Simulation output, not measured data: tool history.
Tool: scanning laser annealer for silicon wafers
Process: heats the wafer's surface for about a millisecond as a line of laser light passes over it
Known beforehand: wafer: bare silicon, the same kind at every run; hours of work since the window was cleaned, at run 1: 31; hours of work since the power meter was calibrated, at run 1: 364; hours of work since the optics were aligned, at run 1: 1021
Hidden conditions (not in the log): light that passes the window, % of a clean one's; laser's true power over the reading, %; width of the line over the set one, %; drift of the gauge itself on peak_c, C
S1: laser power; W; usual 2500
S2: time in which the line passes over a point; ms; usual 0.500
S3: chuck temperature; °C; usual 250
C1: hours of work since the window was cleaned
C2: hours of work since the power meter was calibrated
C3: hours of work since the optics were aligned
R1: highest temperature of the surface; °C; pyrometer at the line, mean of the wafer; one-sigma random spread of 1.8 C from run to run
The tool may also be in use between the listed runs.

Run 1, hour 0.0: usual settings; C1 31; C2 364; C3 1021. Result: R1 949 °C.
Run 2, hour 21.9: usual settings but S3 259 °C; C1 41; C2 374; C3 1031. Result: R1 958 °C.
Run 3, hour 36.9: usual settings but S1 2179 W; C1 48; C2 381; C3 1038. Result: R1 841 °C.
Run 4, hour 48.0: usual settings but S1 2179 W; C1 53; C2 386; C3 1043. Result: R1 840 °C.
Run 5, hour 67.9: usual settings but S1 2179 W; C1 63; C2 395; C3 1052. Result: R1 841 °C.
Run 6, hour 86.0: usual settings; C1 71; C2 404; C3 1061. Result: R1 942 °C.
Run 7, hour 98.5: usual settings but S1 2407 W; C1 77; C2 409; C3 1067. Result: R1 912 °C.
Run 8, hour 114.6: usual settings but S2 0.604 ms; C1 84; C2 417; C3 1074. Result: R1 1004 °C.
Run 9, hour 129.4: usual settings; C1 91; C2 424; C3 1081. Result: R1 941 °C.
Run 10, hour 142.4: usual settings but S3 273 °C; C1 97; C2 430; C3 1087. Result: R1 965 °C.
Run 11, hour 158.5: usual settings; C1 104; C2 437; C3 1094. Result: R1 942 °C.
Run 12, hour 168.9: usual settings; C1 109; C2 442; C3 1099. Result: R1 941 °C.
Run 13, hour 180.5: usual settings; C1 114; C2 447; C3 1104. Result: R1 943 °C.
Run 14, hour 199.7: usual settings; C1 123; C2 456; C3 1113. Result: R1 940 °C.
Run 15, hour 213.3: usual settings; C1 130; C2 462; C3 1120. Result: R1 939 °C.
Run 16, hour 229.6: usual settings; C1 137; C2 470; C3 1127. Result: R1 942 °C.
Run 17, hour 247.1: usual settings; C1 145; C2 478; C3 1135. Result: R1 937 °C.
Run 18, hour 265.9: usual settings but S3 234 °C; C1 154; C2 487; C3 1144. Result: R1 921 °C.
Run 19, hour 281.5: usual settings but S3 234 °C; C1 161; C2 494; C3 1151. Result: R1 924 °C.
Run 20, hour 294.5: usual settings but S3 288 °C; C1 167; C2 500; C3 1157. Result: R1 979 °C.
Run 21, hour 314.8: usual settings but S3 288 °C; C1 176; C2 509; C3 1166. Result: R1 974 °C.
Run 22, hour 333.1: usual settings but S1 2549 W, S2 0.533 ms, S3 272 °C; C1 185; C2 518; C3 1175. Result: R1 992 °C.
Run 23, hour 343.1: usual settings but S2 0.361 ms; C1 189; C2 522; C3 1179. Result: R1 841 °C.
Run 24, hour 359.6: usual settings but S2 0.356 ms; C1 197; C2 530; C3 1187. Result: R1 839 °C.
Run 25, hour 369.5: usual settings but S2 0.356 ms; C1 202; C2 534; C3 1192. Result: R1 842 °C.
Run 26, hour 392.5: usual settings but S2 0.356 ms; C1 212; C2 545; C3 1202. Result: R1 838 °C.
Run 27, hour 410.6: usual settings but S2 0.356 ms, S3 218 °C; C1 221; C2 553; C3 1210. Result: R1 805 °C.
Run 28, hour 427.3: usual settings but S1 2563 W, S2 0.518 ms, S3 272 °C; C1 228; C2 561; C3 1218. Result: R1 987 °C.
Run 29, hour 450.3: usual settings but S1 2225 W, S3 280 °C; C1 239; C2 572; C3 1229. Result: R1 873 °C.
Run 30, hour 460.2: usual settings but S1 2225 W, S3 280 °C; C1 243; C2 576; C3 1233. Result: R1 873 °C.
Run 31, hour 471.0: usual settings but S1 2391 W, S2 0.357 ms; C1 248; C2 581; C3 1238. Result: R1 806 °C.
Run 32, hour 493.0: usual settings but S1 2391 W, S2 0.363 ms, S3 217 °C; C1 259; C2 591; C3 1248. Result: R1 778 °C.
Run 33, hour 503.2: usual settings but S1 2444 W, S2 0.450 ms, S3 271 °C; C1 263; C2 596; C3 1253. Result: R1 903 °C.
Run 34, hour 517.0: usual settings but S2 0.590 ms, S3 262 °C; C1 270; C2 602; C3 1260. Result: R1 994 °C.
Run 35, hour 536.5: usual settings but S1 2655 W, S3 244 °C; C1 279; C2 611; C3 1269. Result: R1 974 °C.
Run 36, hour 553.6: usual settings but S1 2333 W, S2 0.530 ms; C1 286; C2 619; C3 1276. Result: R1 891 °C.
Run 37, hour 569.5: usual settings but S3 241 °C; C1 294; C2 627; C3 1284. Result: R1 917 °C.
Run 38, hour 588.0: usual settings but S3 241 °C; C1 302; C2 635; C3 1292. Result: R1 917 °C.
Run 39, hour 610.0: usual settings but S3 241 °C; C1 313; C2 645; C3 1302. Result: R1 921 °C.
Run 40, hour 632.9: usual settings but S1 2560 W, S2 0.450 ms; C1 323; C2 656; C3 1313. Result: R1 916 °C.
Run 41, hour 653.1: usual settings but S1 2719 W, S3 279 °C; C1 332; C2 665; C3 1322. Result: R1 1025 °C.

Branching from run 41: 4 alternative next runs. What would each branch give?
Run A, hour 672.3: usual settings but S1 2167 W; C1 341; C2 674; C3 1331. Result: R1 ?.
Run B, hour 672.3: usual settings but S1 2719 W, S2 0.478 ms, S3 259 °C; C1 341; C2 674; C3 1331. Result: R1 ?.
Run C, hour 672.3: usual settings but S2 0.376 ms, S3 284 °C; C1 341; C2 674; C3 1331. Result: R1 ?.
Run D, hour 672.3: usual settings but S1 2279 W, S2 0.579 ms; C1 341; C2 674; C3 1331. Result: R1 ?.

run   R1
  A  818
  B  991
  C  877
  D  900
With no hidden state in the tool, these same runs would have given:
run    R1
  A   843
  B  1022
  C   903
  D   928
